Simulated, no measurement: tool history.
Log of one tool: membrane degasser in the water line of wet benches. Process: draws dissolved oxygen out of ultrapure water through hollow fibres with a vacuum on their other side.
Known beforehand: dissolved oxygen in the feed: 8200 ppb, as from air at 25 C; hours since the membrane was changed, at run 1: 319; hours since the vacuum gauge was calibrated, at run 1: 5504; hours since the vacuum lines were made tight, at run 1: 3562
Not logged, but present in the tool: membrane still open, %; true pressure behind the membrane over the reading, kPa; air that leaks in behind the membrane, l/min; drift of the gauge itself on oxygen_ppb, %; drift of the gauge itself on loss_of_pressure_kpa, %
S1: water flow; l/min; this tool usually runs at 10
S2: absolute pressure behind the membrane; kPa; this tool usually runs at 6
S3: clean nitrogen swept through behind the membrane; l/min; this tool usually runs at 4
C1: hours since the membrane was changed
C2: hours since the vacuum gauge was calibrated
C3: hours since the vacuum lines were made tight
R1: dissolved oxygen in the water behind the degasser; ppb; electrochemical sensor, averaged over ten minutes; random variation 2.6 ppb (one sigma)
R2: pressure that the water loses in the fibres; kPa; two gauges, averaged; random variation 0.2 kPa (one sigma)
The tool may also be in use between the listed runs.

{"run": 1, "hour": 0.0, "S1": 10, "S2": 6, "S3": 4, "C1": 319, "C2": 5504, "C3": 3562, "R1": 263.4, "R2": 44.15}
{"run": 2, "hour": 40.1, "S1": 10, "S2": 6, "S3": 4, "C1": 359, "C2": 5545, "C3": 3602, "R1": 265.5, "R2": 43.94}
{"run": 3, "hour": 91.9, "S1": 10, "S2": 6, "S3": 1.79, "C1": 411, "C2": 5596, "C3": 3654, "R1": 281, "R2": 44.05}
{"run": 4, "hour": 156.4, "S1": 10, "S2": 6, "S3": 1.79, "C1": 476, "C2": 5661, "C3": 3718, "R1": 285.3, "R2": 44.03}
{"run": 5, "hour": 215.5, "S1": 10, "S2": 6, "S3": 11.66, "C1": 535, "C2": 5720, "C3": 3777, "R1": 249.5, "R2": 43.78}
{"run": 6, "hour": 280.8, "S1": 10, "S2": 8.29, "S3": 11.66, "C1": 600, "C2": 5785, "C3": 3843, "R1": 254.4, "R2": 44.04}
{"run": 7, "hour": 322.7, "S1": 10, "S2": 5.44, "S3": 11.66, "C1": 642, "C2": 5827, "C3": 3885, "R1": 244.3, "R2": 44.1}
{"hour": 361.3, "done": "vacuum gauge calibrated"}
{"run": 8, "hour": 361.3, "S1": 10, "S2": 6, "S3": 7.02, "C1": 680, "C2": 0, "C3": 3923, "R1": 250, "R2": 44.58}
{"run": 9, "hour": 424.5, "S1": 10, "S2": 6, "S3": 7.02, "C1": 743, "C2": 63, "C3": 3986, "R1": 252.9, "R2": 43.79}
{"run": 10, "hour": 458.5, "S1": 10, "S2": 6, "S3": 7.02, "C1": 777, "C2": 97, "C3": 4020, "R1": 250, "R2": 44.13}
{"run": 11, "hour": 494.2, "S1": 10, "S2": 6, "S3": 7.02, "C1": 813, "C2": 133, "C3": 4056, "R1": 253.2, "R2": 44.31}
{"run": 12, "hour": 528.1, "S1": 10, "S2": 4.62, "S3": 4, "C1": 847, "C2": 167, "C3": 4089, "R1": 254.4, "R2": 44.16}
{"run": 13, "hour": 584.2, "S1": 10, "S2": 4.53, "S3": 4, "C1": 903, "C2": 223, "C3": 4146, "R1": 252.9, "R2": 44.43}
{"run": 14, "hour": 647.9, "S1": 10, "S2": 4.52, "S3": 4, "C1": 967, "C2": 287, "C3": 4209, "R1": 257.1, "R2": 44.06}
{"run": 15, "hour": 692.2, "S1": 10, "S2": 4.52, "S3": 4, "C1": 1011, "C2": 331, "C3": 4254, "R1": 254.6, "R2": 44.11}
{"run": 16, "hour": 753.3, "S1": 10, "S2": 4.52, "S3": 4, "C1": 1072, "C2": 392, "C3": 4315, "R1": 247.7, "R2": 44.15}
{"run": 17, "hour": 817.4, "S1": 6, "S2": 4.52, "S3": 4, "C1": 1136, "C2": 456, "C3": 4379, "R1": 97.7, "R2": 26.31}

Run 18 is up next; what results do you expect?
{"run": 18, "hour": 860.8, "S1": 7, "S2": 14.53, "S3": 4, "C1": 1180, "C2": 499, "C3": 4422, "R1": "?", "R2": "?"}

R1: 177.1 ppb
R2: 31.12 kPa
With the hidden condition absent and the run-to-run variation left alone, this run would have shown R1 171 ppb, R2 30.88 kPa.
